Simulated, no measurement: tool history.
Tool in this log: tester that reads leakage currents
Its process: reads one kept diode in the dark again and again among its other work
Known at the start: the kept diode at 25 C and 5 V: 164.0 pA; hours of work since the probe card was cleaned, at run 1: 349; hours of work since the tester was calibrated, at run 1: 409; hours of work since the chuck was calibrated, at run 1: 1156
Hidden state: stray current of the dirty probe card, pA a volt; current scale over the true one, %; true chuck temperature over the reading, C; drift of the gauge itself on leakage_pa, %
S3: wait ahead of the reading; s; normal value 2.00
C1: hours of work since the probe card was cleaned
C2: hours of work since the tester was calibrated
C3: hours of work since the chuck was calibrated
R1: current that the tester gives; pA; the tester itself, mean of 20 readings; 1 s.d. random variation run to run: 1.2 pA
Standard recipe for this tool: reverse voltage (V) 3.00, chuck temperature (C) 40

Run 1, hour 0.0: usual settings; C1 349; C2 409; C3 1156. Result: R1 397.67 pA.
Run 2, hour 17.9: usual settings; C1 357; C2 417; C3 1163. Result: R1 397.10 pA.
Run 3, hour 40.8: usual settings but S3 3.96 s; C1 367; C2 427; C3 1173. Result: R1 396.16 pA.
Run 4, hour 60.3: usual settings; C1 375; C2 435; C3 1182. Result: R1 399.74 pA.
Run 5, hour 80.0: usual settings; C1 384; C2 444; C3 1190. Result: R1 397.53 pA.
At hour 109.6: chuck's temperature calibrated.
Run 6, hour 109.6: usual settings; C1 396; C2 456; C3 0. Result: R1 397.28 pA.
Run 7, hour 141.3: usual settings; C1 410; C2 470; C3 14. Result: R1 398.75 pA.
Run 8, hour 161.1: usual settings; C1 419; C2 478; C3 22. Result: R1 397.63 pA.
Run 9, hour 178.3: usual settings; C1 426; C2 486; C3 30. Result: R1 398.22 pA.
Run 10, hour 197.7: usual settings; C1 435; C2 494; C3 39. Result: R1 396.41 pA.
Run 11, hour 233.8: usual settings; C1 450; C2 510; C3 54. Result: R1 398.46 pA.
Run 12, hour 260.4: usual settings but reverse voltage (V) 17.35; C1 462; C2 522; C3 66. Result: R1 1034.08 pA.
Run 13, hour 277.5: usual settings but reverse voltage (V) 17.35; C1 469; C2 529; C3 73. Result: R1 1033.03 pA.
Run 14, hour 315.3: usual settings but chuck temperature (C) 33; C1 486; C2 546; C3 90. Result: R1 236.17 pA.
Run 15, hour 351.4: usual settings but chuck temperature (C) 33; C1 502; C2 562; C3 106. Result: R1 233.63 pA.
Run 16, hour 374.8: usual settings but chuck temperature (C) 33; C1 512; C2 572; C3 116. Result: R1 234.94 pA.
Run 17, hour 391.9: usual settings but chuck temperature (C) 33; C1 519; C2 579; C3 123. Result: R1 234.61 pA.

Forecast run 18:
Run 18, hour 408.5: usual settings but chuck temperature (C) 33; C1 527; C2 587; C3 131. Result: R1 ?.

R1: 234.80 pA
Were there no unlogged condition in the tool, this run, its random variation unchanged, would have produced R1 234.76 pA.
